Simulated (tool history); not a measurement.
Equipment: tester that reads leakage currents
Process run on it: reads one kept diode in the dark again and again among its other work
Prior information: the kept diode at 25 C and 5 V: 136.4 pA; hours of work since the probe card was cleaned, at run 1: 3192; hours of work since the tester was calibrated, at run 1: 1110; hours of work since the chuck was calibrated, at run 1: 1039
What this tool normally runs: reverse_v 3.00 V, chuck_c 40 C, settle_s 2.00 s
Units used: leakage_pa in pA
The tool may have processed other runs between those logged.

| run | hour | reverse_v | chuck_c | settle_s | hours of work since the probe card was cleaned | hours of work since the tester was calibrated | hours of work since the chuck was calibrated | leakage_pa |
|---|---|---|---|---|---|---|---|---|
| 1 | 0.0 | 3.00 | 40 | 2.00 | 3192 | 1110 | 1039 | 334.97 |
| 2 | 40.3 | 3.00 | 40 | 2.00 | 3221 | 1139 | 1068 | 336.11 |
| 3 | 101.7 | 3.00 | 40 | 2.00 | 3266 | 1183 | 1113 | 336.31 |
| 4 | 146.2 | 2.75 | 40 | 2.00 | 3298 | 1216 | 1145 | 322.39 |
| 5 | 193.4 | 2.75 | 40 | 2.00 | 3333 | 1250 | 1179 | 322.88 |
| 6 | 231.9 | 7.04 | 40 | 2.00 | 3360 | 1278 | 1207 | 531.01 |
| 7 | 284.1 | 3.00 | 27 | 0.54 | 3398 | 1316 | 1245 | 138.05 |
|  | 289.0 | chuck's temperature calibrated |
| 8 | 337.9 | 3.00 | 27 | 0.54 | 3436 | 1354 | 36 | 140.57 |
| 9 | 367.0 | 13.23 | 26 | 0.66 | 3457 | 1375 | 57 | 303.43 |
| 10 | 396.8 | 13.23 | 28 | 0.66 | 3479 | 1396 | 78 | 347.39 |

Alternative continuations, all from the tool just after run 10; predict every row:
| A | 431.8 | 2.18 | 28 | 0.66 | 3504 | 1422 | 104 | ? |
| B | 431.8 | 2.49 | 28 | 8.82 | 3504 | 1422 | 104 | ? |
| C | 431.8 | 17.12 | 54 | 1.34 | 3504 | 1422 | 104 | ? |
| D | 431.8 | 3.12 | 21 | 2.00 | 3504 | 1422 | 104 | ? |
| E | 431.8 | 1.21 | 21 | 1.20 | 3504 | 1422 | 104 | ? |

| run | leakage_pa |
|---|---|
| A | 127.78 |
| B | 136.18 |
| C | 2163.92 |
| D | 93.02 |
| E | 55.28 |
Take away the tool's hidden state, keep each run's random variation, and the runs would have read:
| run | leakage_pa |
|---|---|
| A | 113.09 |
| B | 120.06 |
| C | 1988.06 |
| D | 78.17 |
| E | 48.10 |
